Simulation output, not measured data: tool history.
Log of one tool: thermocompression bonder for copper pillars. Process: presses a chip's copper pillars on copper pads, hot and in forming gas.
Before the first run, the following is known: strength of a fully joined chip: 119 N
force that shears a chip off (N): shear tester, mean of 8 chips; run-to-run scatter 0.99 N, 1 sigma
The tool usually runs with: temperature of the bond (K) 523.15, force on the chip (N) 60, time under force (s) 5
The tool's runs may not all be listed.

run,hour,temperature of the bond (K),force on the chip (N),time under force (s),force that shears a chip off (N)
1,0,523.15,60,5,89.9
2,27.3,523.15,60,5,91
3,76.9,523.15,53,5,85
4,134.5,523.15,53,5,82.2
5,185.1,523.15,41,5,68.2
6,230.1,523.15,41,5,67.5
7,266.4,523.15,69,5,94.9
8,311.8,523.15,69,5,93.8
# hour 330.5: forming gas filter changed
9,337.1,523.15,69,5,101.5
10,389.3,549.15,60,5,109.4
11,415.5,549.15,77,5,113.2
12,440.2,549.15,77,5,111.9
13,494.3,549.15,77,5,113.7
14,537.8,523.15,60,5,91.1
15,582.9,523.15,60,5,88.5
16,612.2,523.15,60,5,89.3
17,640,523.15,60,5,88.7
# hour 661.7: forming gas filter changed
18,664.2,523.15,60,5,93.8
19,698.2,523.15,60,5,93.6
20,731.5,523.15,60,5,92.9
21,756,522.15,86,5,105.6
22,786.8,522.15,85,14,113.8
23,821.7,522.15,85,14,114.5
24,871.2,506.15,40,14,75.3
25,895.2,523.15,58,11,102.7
26,947.8,545.15,60,6,106.7
27,973.2,532.15,71,7,107.6
# hour 992.8: forming gas filter changed
28,1015.6,532.15,71,7,110.8
29,1050.6,523.15,36,3,57.4
30,1085.6,523.15,36,3,54.6
31,1141.9,551.15,43,13,109.4
32,1173.2,551.15,43,13,106.8
33,1215.8,523.15,84,6,106.6
34,1253.3,526.15,44,5,77.3
35,1294.5,501.15,44,5,54.8
# hour 1324.9: forming gas filter changed
36,1349.8,501.15,44,5,59.3
37,1390.6,501.15,44,5,58.6
38,1434.2,506.15,68,3,77
39,1475.2,519.15,55,6,88.9

Forecast each of these 3 alternatives for the next run:
A,1500,524.15,53,8,?
B,1500,544.15,55,6,?
C,1500,516.15,80,7,?

run,force that shears a chip off (N)
A,96.2
B,107.1
C,104.7
Had the tool no hidden state, the same runs would have come out as:
run,force that shears a chip off (N)
A,88.4
B,102.9
C,99.7
